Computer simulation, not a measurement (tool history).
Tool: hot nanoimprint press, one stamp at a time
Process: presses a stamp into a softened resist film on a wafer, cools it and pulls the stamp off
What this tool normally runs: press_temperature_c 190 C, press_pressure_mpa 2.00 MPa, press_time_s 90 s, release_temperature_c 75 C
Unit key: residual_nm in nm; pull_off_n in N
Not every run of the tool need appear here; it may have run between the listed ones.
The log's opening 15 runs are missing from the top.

| run | hour | press_temperature_c | press_pressure_mpa | press_time_s | release_temperature_c | residual_nm | pull_off_n |
|---|---|---|---|---|---|---|---|
| 16 | 351.7 | 190 | 1.82 | 71 | 75 | 110.0 | 184 |
| 17 | 364.4 | 190 | 1.82 | 71 | 75 | 110.0 | 186 |
| 18 | 387.4 | 190 | 2.49 | 93 | 64 | 87.6 | 207 |
| 19 | 402.7 | 190 | 2.49 | 93 | 64 | 87.4 | 219 |
| 20 | 432.0 | 190 | 2.49 | 93 | 64 | 88.0 | 211 |
|  | 445.7 | press's hydraulic seals changed and the load cell set to zero |
| 21 | 461.4 | 190 | 2.00 | 119 | 81 | 87.8 | 167 |
|  | 473.5 | stamp cleaned and given a new release coat |
| 22 | 484.0 | 183 | 1.86 | 119 | 74 | 123.8 | 186 |
| 23 | 502.1 | 190 | 3.03 | 90 | 75 | 81.5 | 180 |
| 24 | 528.1 | 190 | 2.47 | 90 | 68 | 89.0 | 201 |
| 25 | 551.3 | 200 | 1.85 | 56 | 68 | 77.2 | 206 |
| 26 | 571.3 | 200 | 1.85 | 45 | 83 | 84.2 | 162 |
| 27 | 594.1 | 200 | 1.85 | 45 | 83 | 84.9 | 159 |
| 28 | 619.4 | 193 | 1.31 | 62 | 83 | 114.1 | 157 |
| 29 | 644.6 | 200 | 2.90 | 128 | 75 | 43.8 | 184 |
| 30 | 661.2 | 200 | 2.90 | 128 | 75 | 43.1 | 181 |

Consider 4 possible next runs. They are alternatives, not a sequence: every one starts from the tool as it was left by run 30. What does each give?
|  | 679.0 | plate thermocouple calibrated |
| A | 679.0 | 200 | 2.60 | 128 | 75 | ? | ? |
|  | 679.0 | plate thermocouple calibrated |
| B | 679.0 | 182 | 2.58 | 128 | 81 | ? | ? |
|  | 679.0 | plate thermocouple calibrated |
| C | 679.0 | 200 | 1.77 | 90 | 62 | ? | ? |
|  | 679.0 | plate thermocouple calibrated |
| D | 679.0 | 200 | 3.03 | 61 | 75 | ? | ? |

| run | residual_nm | pull_off_n |
|---|---|---|
| A | 45.3 | 187 |
| B | 111.4 | 160 |
| C | 64.4 | 223 |
| D | 59.4 | 180 |
The same runs, with their run-to-run variation unchanged, on a tool lacking any hidden condition would have given:
| run | residual_nm | pull_off_n |
|---|---|---|
| A | 45.3 | 186 |
| B | 111.4 | 159 |
| C | 64.5 | 222 |
| D | 59.4 | 179 |
